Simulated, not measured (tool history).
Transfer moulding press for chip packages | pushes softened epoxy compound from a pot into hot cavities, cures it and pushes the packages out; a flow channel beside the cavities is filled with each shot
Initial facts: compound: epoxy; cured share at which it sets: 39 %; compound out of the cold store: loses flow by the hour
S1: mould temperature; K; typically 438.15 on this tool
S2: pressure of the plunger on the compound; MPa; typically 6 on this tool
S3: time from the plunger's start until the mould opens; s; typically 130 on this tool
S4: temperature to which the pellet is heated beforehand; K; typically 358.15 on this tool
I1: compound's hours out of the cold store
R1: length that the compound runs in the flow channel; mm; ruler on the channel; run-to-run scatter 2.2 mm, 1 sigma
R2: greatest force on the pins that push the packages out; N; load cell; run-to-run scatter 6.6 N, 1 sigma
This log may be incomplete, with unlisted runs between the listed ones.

run   hour      S1    S2   S3      S4    I1   R1   R2
  1      0  438.15     6  130  358.15  38.5  875  304
  2     29  438.15     6  130  358.15  31.5  925  369
  3   54.8  438.15  4.96  130  358.15    15  890  435
  4   78.7  438.15  4.96  130  358.15  20.9  866  295
  5  107.3  438.15     6  130  358.15  45.9  871  359
  6  124.6  438.15     6  130  358.15  30.8  911  425
  7  157.2  438.15     6  130  358.15  31.3  906  292
  8  186.2  438.15     6  130  358.15   8.6  977  389
  9  203.1  438.15     6  130  358.15  28.9  906  402
 10  232.2  438.15     6  130  358.15  33.6  883  288
 11  264.8  438.15     6  130  358.15  42.1  856  385
 12  285.4  438.15     6  130  358.15    37  910  409
 13  314.4  438.15     6  130  358.15  25.8  947  292
 14  341.7  438.15  4.78  130  358.15   8.2  895  402
 15  372.1  431.15  4.78  120  358.15  31.7  857  690
 16  390.3  438.15     6  168  366.15  45.1  872  287
 17  418.6  442.15  5.12  123  366.15  24.3  838  359
 18  445.8  442.15  5.12  123  366.15  16.9  857  416
 19    474  442.15  5.12  123  366.15  43.4  773  317
 20  504.9  442.15  5.12  123  366.15  31.9  804  393
 21  522.4  438.15  7.18  144  362.15  36.8  957  427
 22  541.1  438.15     6  122  364.15  41.8  856  297
 23  572.5  438.15  5.09  124  358.15  17.6  899  392
 24  588.4  438.15  5.09  124  358.15  10.1  921  424
 25  603.5  438.15  5.24  124  354.15  16.6  908  457
 26  625.7  438.15  4.94  142  352.15  16.2  881  317
 27  649.6  438.15  4.94  142  352.15  24.9  851  375

Put back what was entered between runs (12 entries, withheld): which listed runs does each sit between, and how does the hidden state differ from the listed run before to the listed run after?
Logged between run 1 and run 2: plunger's sealing rings changed (hour 10.5)
  true mould temperature over the reading, C: 0.45 -> 0.49; pressure that reaches the compound, % of what is set: 91.89 -> 98.86; grip of the stained cavities, % over clean ones': 9.7 -> 42
  what was measured, less what the result would be without the hidden state, R1: -40 -> -8 mm; R2: +23 -> +106 N
Logged between run 3 and run 4: cavities cleaned with cleaning compound and waxed (hour 72.6)
  true mould temperature over the reading, C: 0.53 -> 0.57; pressure that reaches the compound, % of what is set: 97.9 -> 97.09; grip of the stained cavities, % over clean ones': 63.3 -> 12
  what was measured, less what the result would be without the hidden state, R1: -12 -> -17 mm; R2: +163 -> +29 N
Logged between run 6 and run 7: cavities cleaned with cleaning compound and waxed (hour 148.2)
  true mould temperature over the reading, C: 0.63 -> 0.68; pressure that reaches the compound, % of what is set: 95.39 -> 94.26; grip of the stained cavities, % over clean ones': 61.1 -> 16.4
  what was measured, less what the result would be without the hidden state, R1: -25 -> -32 mm; R2: +156 -> +37 N
Logged between run 9 and run 10: cavities cleaned with cleaning compound and waxed (hour 225)
  true mould temperature over the reading, C: 0.74 -> 0.79; pressure that reaches the compound, % of what is set: 92.69 -> 91.71; grip of the stained cavities, % over clean ones': 62.8 -> 13.1
  what was measured, less what the result would be without the hidden state, R1: -40 -> -43 mm; R2: +151 -> +30 N
Logged between run 11 and run 12: plunger's sealing rings changed (hour 278.3)
  true mould temperature over the reading, C: 0.84 -> 0.86; pressure that reaches the compound, % of what is set: 90.5 -> 99.65; grip of the stained cavities, % over clean ones': 48.2 -> 62.2
  what was measured, less what the result would be without the hidden state, R1: -48 -> -6 mm; R2: +121 -> +154 N
Logged between run 12 and run 13: cavities cleaned with cleaning compound and waxed (hour 302.2)
  true mould temperature over the reading, C: 0.86 -> 0.9; pressure that reaches the compound, % of what is set: 99.65 -> 98.69; grip of the stained cavities, % over clean ones': 62.2 -> 18.9
  what was measured, less what the result would be without the hidden state, R1: -6 -> -12 mm; R2: +154 -> +42 N
Logged between run 13 and run 14: mould's thermocouples calibrated (hour 320.9)
  true mould temperature over the reading, C: 0.9 -> 0.24; pressure that reaches the compound, % of what is set: 98.69 -> 97.8; grip of the stained cavities, % over clean ones': 18.9 -> 47.7
  what was measured, less what the result would be without the hidden state, R1: -12 -> -12 mm; R2: +42 -> +130 N
Logged between run 15 and run 16: cavities cleaned with cleaning compound and waxed (hour 379.2)
  true mould temperature over the reading, C: 0.28 -> 0.31; pressure that reaches the compound, % of what is set: 96.72 -> 96.11; grip of the stained cavities, % over clean ones': 71.6 -> 16.2
  what was measured, less what the result would be without the hidden state, R1: -16 -> -19 mm; R2: +279 -> +40 N
Logged between run 18 and run 19: cavities cleaned with cleaning compound and waxed (hour 455.9)
  true mould temperature over the reading, C: 0.39 -> 0.43; pressure that reaches the compound, % of what is set: 94.09 -> 93.17; grip of the stained cavities, % over clean ones': 70.4 -> 27.6
  what was measured, less what the result would be without the hidden state, R1: -28 -> -30 mm; R2: +172 -> +68 N
Logged between run 21 and run 22: cavities cleaned with cleaning compound and waxed (hour 532.1)
  true mould temperature over the reading, C: 0.5 -> 0.53; pressure that reaches the compound, % of what is set: 91.48 -> 90.82; grip of the stained cavities, % over clean ones': 69.4 -> 15
  what was measured, less what the result would be without the hidden state, R1: -47 -> -45 mm; R2: +174 -> +35 N
Logged between run 22 and run 23: plunger's sealing rings changed (hour 549.5)
  true mould temperature over the reading, C: 0.53 -> 0.57; pressure that reaches the compound, % of what is set: 90.82 -> 99.06; grip of the stained cavities, % over clean ones': 15 -> 47.9
  what was measured, less what the result would be without the hidden state, R1: -45 -> -8 mm; R2: +35 -> +123 N
Logged between run 25 and run 26: cavities cleaned with cleaning compound and waxed (hour 609.3)
  true mould temperature over the reading, C: 0.62 -> 0.66; pressure that reaches the compound, % of what is set: 97.98 -> 97.22; grip of the stained cavities, % over clean ones': 70.2 -> 24.2
  what was measured, less what the result would be without the hidden state, R1: -13 -> -16 mm; R2: +182 -> +60 N
